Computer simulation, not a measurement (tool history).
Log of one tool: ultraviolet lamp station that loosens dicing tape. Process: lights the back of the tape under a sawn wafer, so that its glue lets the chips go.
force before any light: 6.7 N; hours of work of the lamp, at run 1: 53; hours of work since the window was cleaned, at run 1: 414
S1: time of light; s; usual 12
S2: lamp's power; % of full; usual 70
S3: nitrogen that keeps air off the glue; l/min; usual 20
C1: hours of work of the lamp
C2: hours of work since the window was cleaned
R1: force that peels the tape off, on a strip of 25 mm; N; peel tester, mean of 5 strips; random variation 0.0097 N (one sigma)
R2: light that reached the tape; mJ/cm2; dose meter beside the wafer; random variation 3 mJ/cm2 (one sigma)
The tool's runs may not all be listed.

run,hour,S1,S2,S3,C1,C2,R1,R2
1,0.0,12,70,20,53,414,0.481,395
2,12.3,12,70,35,60,421,0.365,398
3,20.8,12,70,35,65,426,0.351,398
4,29.5,12,70,35,70,431,0.378,397
5,38.1,12,70,35,74,435,0.362,397
6,46.9,12,70,20,79,440,0.511,396
7,53.1,8,70,20,83,444,1.072,260
8,63.3,12,70,20,88,449,0.533,401
9,70.5,12,70,20,92,453,0.510,390
10,81.5,12,70,20,98,459,0.505,390
# hour 83.0: window cleaned of glue's vapour
11,88.8,12,70,20,102,3,0.552,370
12,94.3,10,71,25,105,6,0.650,320
# hour 106.2: window cleaned of glue's vapour, once more
13,107.7,12,70,28,112,1,0.360,427
14,121.3,12,100,20,119,8,0.280,608
15,133.6,9,100,12,126,15,0.551,456
16,144.5,8,95,24,132,21,0.479,383
17,158.2,10,92,20,140,29,0.406,470
18,167.5,10,92,20,145,34,0.398,461
19,176.8,10,92,20,150,39,0.401,458
20,185.2,10,92,20,155,43,0.381,456
21,191.0,10,92,20,158,47,0.396,461

3 ways to go on from here, each from the tool as it stands after run 21. What would each give?
A,198.0,9,70,31,162,50,?,?
B,198.0,8,72,36,162,50,?,?
C,198.0,12,70,27,162,50,?,?

run,R1,R2
A,0.563,314
B,0.583,284
C,0.395,425
Without the tool's hidden state the same runs would have given:
run,R1,R2
A,0.508,333
B,0.525,302
C,0.364,451
